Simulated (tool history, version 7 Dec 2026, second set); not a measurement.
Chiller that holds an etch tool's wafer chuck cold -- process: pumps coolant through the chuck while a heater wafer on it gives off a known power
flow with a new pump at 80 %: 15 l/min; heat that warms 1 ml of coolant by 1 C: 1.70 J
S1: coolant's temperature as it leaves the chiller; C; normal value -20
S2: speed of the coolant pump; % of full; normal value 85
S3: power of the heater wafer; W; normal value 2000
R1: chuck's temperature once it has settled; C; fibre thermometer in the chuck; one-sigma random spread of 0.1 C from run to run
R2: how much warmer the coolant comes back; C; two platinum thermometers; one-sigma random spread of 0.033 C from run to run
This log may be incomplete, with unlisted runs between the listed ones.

Run 1, hour 0: usual settings. Result: R1 4.5 C, R2 4.46 C.
Run 2, hour 73.6: usual settings. Result: R1 4.6 C, R2 4.56 C.
Run 3, hour 159.7: usual settings. Result: R1 4.5 C, R2 4.54 C.
Run 4, hour 228.8: usual settings. Result: R1 4.8 C, R2 4.55 C.
Run 5, hour 290.3: usual settings. Result: R1 4.9 C, R2 4.51 C.
Run 6, hour 369.8: usual settings. Result: R1 5.1 C, R2 4.53 C.
Run 7, hour 421: usual settings. Result: R1 5.1 C, R2 4.59 C.
Run 8, hour 510.7: usual settings. Result: R1 5.3 C, R2 4.58 C.
Run 9, hour 603.6: usual settings. Result: R1 5.3 C, R2 4.55 C.
Run 10, hour 679.7: usual settings. Result: R1 5.6 C, R2 4.53 C.
Run 11, hour 724.9: usual settings. Result: R1 5.6 C, R2 4.54 C.
Run 12, hour 793.3: usual settings but S2 90 % of full, S3 2142 W. Result: R1 6.5 C, R2 4.67 C.
Run 13, hour 886.6: usual settings but S1 -11 C, S2 93 % of full, S3 1253 W. Result: R1 4.3 C, R2 2.66 C.
Run 14, hour 968: usual settings but S1 -22 C, S2 64 % of full, S3 1730 W. Result: R1 5 C, R2 5.23 C.
Run 15, hour 1050.6: usual settings but S1 -13 C, S2 96 % of full, S3 2602 W. Result: R1 18.6 C, R2 5.28 C.
Run 16, hour 1142.8: usual settings but S2 75 % of full. Result: R1 8.6 C, R2 5.27 C.
Run 17, hour 1208.9: usual settings but S2 72 % of full. Result: R1 9.4 C, R2 5.48 C.
Run 18, hour 1299.6: usual settings but S2 79 % of full. Result: R1 7.8 C, R2 4.95 C.
Run 19, hour 1356.9: usual settings but S2 71 % of full, S3 1589 W. Result: R1 3.7 C, R2 4.48 C.
Run 20, hour 1443: usual settings but S2 71 % of full, S3 1589 W. Result: R1 4 C, R2 4.43 C.
Run 21, hour 1483.6: usual settings but S1 -13 C, S2 86 % of full, S3 1239 W. Result: R1 3.5 C, R2 2.88 C.

What if the next run were any one of these 4? Each begins from the tool's condition after run 21:
Run A, hour 1559: usual settings but S2 80 % of full. Result: R1 ?, R2 ?.
Run B, hour 1559: usual settings but S1 -15 C, S2 82 % of full, S3 1117 W. Result: R1 ?, R2 ?.
Run C, hour 1559: usual settings but S3 1306 W. Result: R1 ?, R2 ?.
Run D, hour 1559: usual settings but S1 -10 C, S2 81 % of full, S3 1029 W. Result: R1 ?, R2 ?.

run    R1    R2
  A     8  4.97
  B   0.6  2.64
  C  -2.4  3.03
  D   4.5  2.53
Stripped of hidden state, with their random variation kept, the same runs would have yielded:
run    R1    R2
  A   1.7  4.72
  B    -3   2.5
  C  -6.4  2.87
  D   1.2   2.4
